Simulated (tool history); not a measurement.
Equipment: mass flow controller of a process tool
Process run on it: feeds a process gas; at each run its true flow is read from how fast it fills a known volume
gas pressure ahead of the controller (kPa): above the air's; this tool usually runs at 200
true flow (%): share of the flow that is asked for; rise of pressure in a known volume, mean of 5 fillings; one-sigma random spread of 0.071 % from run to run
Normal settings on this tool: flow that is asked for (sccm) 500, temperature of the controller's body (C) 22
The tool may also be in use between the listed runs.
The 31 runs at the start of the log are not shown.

| run | hour | flow that is asked for (sccm) | gas pressure ahead of the controller (kPa) | temperature of the controller's body (C) | hours of work since the controller was set to zero | hours of work since the controller was changed | true flow (%) |
|---|---|---|---|---|---|---|---|
| 32 | 8288.1 | 500 | 162 | 32 | 5220 | 11219 | 96.46 |
| 33 | 8626.8 | 500 | 162 | 32 | 5419 | 11418 | 96.41 |
| 34 | 8852.2 | 500 | 162 | 32 | 5551 | 11550 | 96.37 |
|  | 8946.4 | controller exchanged for a calibrated one |
| 35 | 9064.4 | 148 | 167 | 32 | 69 | 69 | 99.21 |
| 36 | 9385.4 | 224 | 273 | 22 | 258 | 258 | 99.45 |
| 37 | 9568.2 | 224 | 273 | 21 | 365 | 365 | 99.43 |
| 38 | 9808.7 | 135 | 273 | 30 | 506 | 506 | 99.31 |
| 39 | 9979.9 | 115 | 174 | 26 | 607 | 607 | 98.54 |
| 40 | 10145.1 | 115 | 174 | 26 | 704 | 704 | 98.42 |
| 41 | 10389.6 | 500 | 200 | 33 | 847 | 847 | 99.56 |
| 42 | 10613.8 | 500 | 200 | 22 | 979 | 979 | 99.14 |
| 43 | 10987.6 | 913 | 160 | 23 | 1198 | 1198 | 99.38 |
| 44 | 11163.9 | 955 | 168 | 20 | 1301 | 1301 | 99.22 |
| 45 | 11334.6 | 564 | 200 | 22 | 1402 | 1402 | 99.01 |
| 46 | 11679.1 | 564 | 200 | 22 | 1604 | 1604 | 98.98 |
| 47 | 11862.4 | 564 | 200 | 22 | 1711 | 1711 | 98.98 |

Alternative continuations, all from the tool just after run 47; predict every row:
| A | 12061.7 | 172 | 152 | 21 | 1828 | 1828 | ? |
| B | 12061.7 | 336 | 200 | 22 | 1828 | 1828 | ? |
| C | 12061.7 | 564 | 156 | 35 | 1828 | 1828 | ? |

| run | true flow (%) |
|---|---|
| A | 97.68 |
| B | 98.58 |
| C | 99.16 |
With the hidden condition removed and each run's random variation left untouched, the same runs would have given:
| run | true flow (%) |
|---|---|
| A | 98.97 |
| B | 99.45 |
| C | 99.85 |
